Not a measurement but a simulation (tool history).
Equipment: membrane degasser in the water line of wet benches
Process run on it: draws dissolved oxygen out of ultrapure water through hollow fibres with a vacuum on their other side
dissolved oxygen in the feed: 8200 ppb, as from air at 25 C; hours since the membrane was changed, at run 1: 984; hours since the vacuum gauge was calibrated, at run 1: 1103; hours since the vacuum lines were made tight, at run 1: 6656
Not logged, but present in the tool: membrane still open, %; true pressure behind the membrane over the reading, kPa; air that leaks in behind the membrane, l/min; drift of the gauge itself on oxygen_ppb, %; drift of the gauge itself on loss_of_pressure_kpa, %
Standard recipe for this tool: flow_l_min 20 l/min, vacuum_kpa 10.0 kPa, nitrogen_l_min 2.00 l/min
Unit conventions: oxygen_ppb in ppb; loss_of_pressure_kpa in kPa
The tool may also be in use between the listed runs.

run    hour  flow_l_min  vacuum_kpa  nitrogen_l_min  hours since the membrane was changed  hours since the vacuum gauge was calibrated  hours since the vacuum lines were made tight  oxygen_ppb  loss_of_pressure_kpa
  1     0.0          20        10.0            2.00                                   984                                         1103                                          6656       164.0                 30.16
  2    46.4          20        10.0            2.00                                  1030                                         1149                                          6702       164.1                 30.21
  3    89.3          20        10.0            2.00                                  1073                                         1192                                          6745       164.6                 29.92
  4   115.9          20        10.0            2.00                                  1100                                         1219                                          6771       163.6                 30.14
  5   144.3          20        10.0            2.00                                  1128                                         1247                                          6800       164.8                 29.95
  6   182.0          20        18.0            2.00                                  1166                                         1285                                          6837       345.7                 30.03
  7   214.8          20        18.0            2.00                                  1199                                         1318                                          6870       347.1                 29.99
  8   252.4          20        18.0            2.00                                  1236                                         1356                                          6908       347.4                 30.24
  9   292.3          20        18.0            3.35                                  1276                                         1395                                          6948       217.2                 30.06
 10   337.3          20        18.0            3.35                                  1321                                         1440                                          6993       216.9                 30.15
 11   375.8          20        10.0            2.00                                  1360                                         1479                                          7031       164.1                 30.39
 12   418.0          20        10.0            2.00                                  1402                                         1521                                          7074       163.6                 30.08
 13   449.9          20        10.0            2.00                                  1434                                         1553                                          7105       164.3                 30.34
      452.5  -- vacuum gauge calibrated
 14   484.3          25        10.0            2.00                                  1467                                           32                                          7139       204.6                 37.87
 15   506.6          20        10.0            2.00                                  1490                                           54                                          7162       164.0                 29.98
 16   538.6          20        10.0            2.00                                  1522                                           86                                          7194       164.6                 30.09
 17   560.7          20        10.0            2.00                                  1544                                          108                                          7216       164.5                 29.82
      580.5  -- vacuum gauge calibrated, once more
 18   598.4          20        10.0            2.00                                  1581                                           18                                          7253       163.8                 30.03
 19   625.7          17         9.1            2.00                                  1608                                           45                                          7280       122.0                 25.68
 20   648.1          17        24.8            0.98                                  1631                                           68                                          7303       794.7                 25.46
 21   685.2          17        24.8            0.98                                  1668                                          105                                          7340       797.2                 25.48
 22   726.4          13        10.0            5.70                                  1709                                          146                                          7381        40.4                 19.74
 23   758.1          20        10.8            1.32                                  1741                                          178                                          7413       264.0                 30.20
 24   785.6          17        10.8            1.32                                  1768                                          205                                          7440       229.5                 25.54
 25   830.9          17        10.8            1.32                                  1814                                          250                                          7485       228.6                 25.48
 26   849.7          15        11.4            1.32                                  1832                                          269                                          7504       220.9                 22.43
 27   869.5          25        10.0            2.00                                  1852                                          289                                          7524       203.4                 37.78
 28   899.8          25        10.0            2.00                                  1883                                          319                                          7554       203.1                 37.61
 29   938.1          20        10.0            0.84                                  1921                                          358                                          7593       346.3                 30.30
 30   962.0          24         6.7            0.84                                  1945                                          382                                          7617       214.6                 36.01
 31  1006.5          21        12.6            5.30                                  1989                                          426                                          7661        95.6                 31.71

Here are 5 independent what-if runs from the current tool condition. What would each one return?
  A  1052.3          17        12.1            4.51                                  2035                                          472                                          7707           ?                     ?
  B  1052.3          25        12.6            1.08                                  2035                                          472                                          7707           ?                     ?
  C  1052.3          21        12.6            1.05                                  2035                                          472                                          7707           ?                     ?
  D  1052.3          13         6.0            3.35                                  2035                                          472                                          7707           ?                     ?
  E  1052.3          16        10.0            2.06                                  2035                                          472                                          7707           ?                     ?

run  oxygen_ppb  loss_of_pressure_kpa
  A        85.6                 25.76
  B       464.6                 37.64
  C       410.3                 31.79
  D        27.9                 19.53
  E       129.7                 24.23
With no hidden state in the tool, these same runs would have given:
run  oxygen_ppb  loss_of_pressure_kpa
  A        82.5                 25.54
  B       458.9                 37.31
  C       403.6                 31.51
  D        26.6                 19.35
  E       125.3                 24.01
